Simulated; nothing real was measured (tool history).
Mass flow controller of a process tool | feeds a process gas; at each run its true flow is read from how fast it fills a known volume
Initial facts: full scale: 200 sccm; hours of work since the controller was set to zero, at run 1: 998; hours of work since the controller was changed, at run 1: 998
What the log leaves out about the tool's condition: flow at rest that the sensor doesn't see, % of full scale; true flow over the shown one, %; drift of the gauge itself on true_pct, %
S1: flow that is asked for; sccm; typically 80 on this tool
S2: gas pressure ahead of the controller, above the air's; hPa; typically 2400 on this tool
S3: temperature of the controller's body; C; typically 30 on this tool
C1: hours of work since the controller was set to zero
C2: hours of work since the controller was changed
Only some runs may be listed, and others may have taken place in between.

run 1 hour=0.0 | S1=80 S2=2400 S3=30 | C1=998 C2=998 | true_flow_(%)=100.65
run 2 hour=203.4 | S1=95 S2=2400 S3=30 | C1=1159 C2=1159 | true_flow_(%)=100.78
run 3 hour=360.7 | S1=95 S2=2400 S3=30 | C1=1285 C2=1285 | true_flow_(%)=100.88
run 4 hour=531.8 | S1=167 S2=2400 S3=30 | C1=1421 C2=1421 | true_flow_(%)=100.87
run 5 hour=860.0 | S1=167 S2=2400 S3=30 | C1=1682 C2=1682 | true_flow_(%)=100.89
run 6 hour=1190.8 | S1=80 S2=1420 S3=30 | C1=1945 C2=1945 | true_flow_(%)=100.94
run 7 hour=1496.5 | S1=80 S2=1420 S3=30 | C1=2188 C2=2188 | true_flow_(%)=101.23
-- hour=1525.7 controller's zero set anew
run 8 hour=1770.9 | S1=80 S2=1420 S3=30 | C1=195 C2=2406 | true_flow_(%)=101.68
run 9 hour=1932.0 | S1=80 S2=2400 S3=30 | C1=323 C2=2534 | true_flow_(%)=101.85
-- hour=2070.5 controller's zero set anew, once more
run 10 hour=2229.7 | S1=80 S2=2400 S3=30 | C1=127 C2=2770 | true_flow_(%)=101.00
run 11 hour=2535.0 | S1=24 S2=2150 S3=36 | C1=369 C2=3013 | true_flow_(%)=101.67
run 12 hour=2776.1 | S1=24 S2=2370 S3=36 | C1=561 C2=3205 | true_flow_(%)=101.83
run 13 hour=2925.4 | S1=24 S2=2370 S3=36 | C1=680 C2=3323 | true_flow_(%)=101.85
run 14 hour=3258.3 | S1=115 S2=1400 S3=22 | C1=945 C2=3588 | true_flow_(%)=100.91
run 15 hour=3419.9 | S1=50 S2=2800 S3=29 | C1=1073 C2=3716 | true_flow_(%)=101.75
run 16 hour=3583.9 | S1=119 S2=2800 S3=29 | C1=1204 C2=3847 | true_flow_(%)=101.79
run 17 hour=3845.8 | S1=108 S2=2400 S3=30 | C1=1412 C2=4055 | true_flow_(%)=101.81
run 18 hour=4093.4 | S1=22 S2=2400 S3=30 | C1=1609 C2=4252 | true_flow_(%)=102.74
run 19 hour=4420.6 | S1=22 S2=2400 S3=30 | C1=1869 C2=4512 | true_flow_(%)=103.13
run 20 hour=4670.9 | S1=37 S2=1650 S3=27 | C1=2068 C2=4711 | true_flow_(%)=102.34

Here are 4 independent what-if runs from the current tool condition. What would each one return?
run A hour=4830.6 | S1=123 S2=1540 S3=27 | C1=2195 C2=4838 | true_flow_(%)=?
run B hour=4830.6 | S1=30 S2=1900 S3=30 | C1=2195 C2=4838 | true_flow_(%)=?
run C hour=4830.6 | S1=37 S2=1790 S3=27 | C1=2195 C2=4838 | true_flow_(%)=?
run D hour=4830.6 | S1=32 S2=2350 S3=37 | C1=2195 C2=4838 | true_flow_(%)=?

run=A true_flow_(%)=101.79
run=B true_flow_(%)=103.00
run=C true_flow_(%)=102.56
run=D true_flow_(%)=103.26
What these runs would have given with no unlogged condition in the tool:
run=A true_flow_(%)=99.76
run=B true_flow_(%)=99.92
run=C true_flow_(%)=99.75
run=D true_flow_(%)=100.27
